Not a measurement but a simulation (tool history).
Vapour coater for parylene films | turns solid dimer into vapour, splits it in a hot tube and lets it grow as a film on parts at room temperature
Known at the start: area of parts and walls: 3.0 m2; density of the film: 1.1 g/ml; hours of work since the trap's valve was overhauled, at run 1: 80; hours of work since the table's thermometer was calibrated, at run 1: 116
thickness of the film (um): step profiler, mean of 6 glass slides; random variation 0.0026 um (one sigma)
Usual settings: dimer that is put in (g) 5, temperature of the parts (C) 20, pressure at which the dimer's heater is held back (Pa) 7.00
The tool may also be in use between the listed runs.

| run | day | dimer that is put in (g) | temperature of the parts (C) | pressure at which the dimer's heater is held back (Pa) | hours of work since the trap's valve was overhauled | hours of work since the table's thermometer was calibrated | thickness of the film (um) |
|---|---|---|---|---|---|---|---|
| 1 | 0.000 | 5 | 20 | 7.00 | 80 | 116 | 0.755 |
| 2 | 0.792 | 5 | 20 | 7.00 | 89 | 125 | 0.759 |
| 3 | 1.462 | 5 | 20 | 7.00 | 96 | 132 | 0.759 |
| 4 | 2.229 | 5 | 20 | 7.00 | 105 | 141 | 0.753 |
| 5 | 3.012 | 5 | 20 | 7.00 | 113 | 149 | 0.755 |
| 6 | 3.592 | 5 | 20 | 7.00 | 120 | 156 | 0.758 |
| 7 | 4.371 | 5 | 20 | 7.00 | 128 | 164 | 0.753 |
| 8 | 5.346 | 5 | 20 | 7.00 | 139 | 175 | 0.750 |
| 9 | 5.771 | 5 | 20 | 4.39 | 144 | 180 | 0.836 |
| 10 | 6.300 | 5 | 20 | 7.00 | 150 | 186 | 0.751 |
| 11 | 7.050 | 5 | 20 | 7.00 | 158 | 194 | 0.758 |
| 12 | 7.517 | 5 | 20 | 7.00 | 163 | 199 | 0.752 |
| 13 | 8.046 | 5 | 20 | 7.00 | 169 | 205 | 0.750 |
| 14 | 9.021 | 6 | 20 | 7.00 | 180 | 216 | 0.900 |
| 15 | 9.546 | 5 | 12 | 7.00 | 185 | 222 | 1.017 |
| 16 | 10.221 | 5 | 12 | 7.00 | 193 | 229 | 1.021 |
| 17 | 10.904 | 5 | 20 | 2.91 | 200 | 237 | 0.901 |
| 18 | 11.429 | 5 | 20 | 2.91 | 206 | 242 | 0.900 |
| 19 | 12.333 | 5 | 20 | 2.91 | 216 | 252 | 0.893 |
| 20 | 13.212 | 5 | 20 | 2.91 | 226 | 262 | 0.895 |
| 21 | 13.667 | 5 | 20 | 2.91 | 231 | 267 | 0.897 |
| 22 | 14.338 | 4 | 20 | 7.00 | 238 | 275 | 0.592 |
| 23 | 15.154 | 4 | 28 | 7.00 | 247 | 284 | 0.434 |
| 24 | 15.842 | 4 | 27 | 9.88 | 255 | 291 | 0.422 |
| 25 | 16.588 | 7 | 15 | 7.00 | 263 | 299 | 1.256 |
|  | 16.708 | table's thermometer calibrated |
| 26 | 17.358 | 5 | 12 | 2.41 | 271 | 7 | 1.267 |

Forecast run 27:
| 27 | 18.042 | 2 | 20 | 2.02 | 279 | 15 | ? |

Run 27 gave thickness of the film (um) 0.380.
Without the tool's hidden state the same run would have given thickness of the film (um) 0.394.

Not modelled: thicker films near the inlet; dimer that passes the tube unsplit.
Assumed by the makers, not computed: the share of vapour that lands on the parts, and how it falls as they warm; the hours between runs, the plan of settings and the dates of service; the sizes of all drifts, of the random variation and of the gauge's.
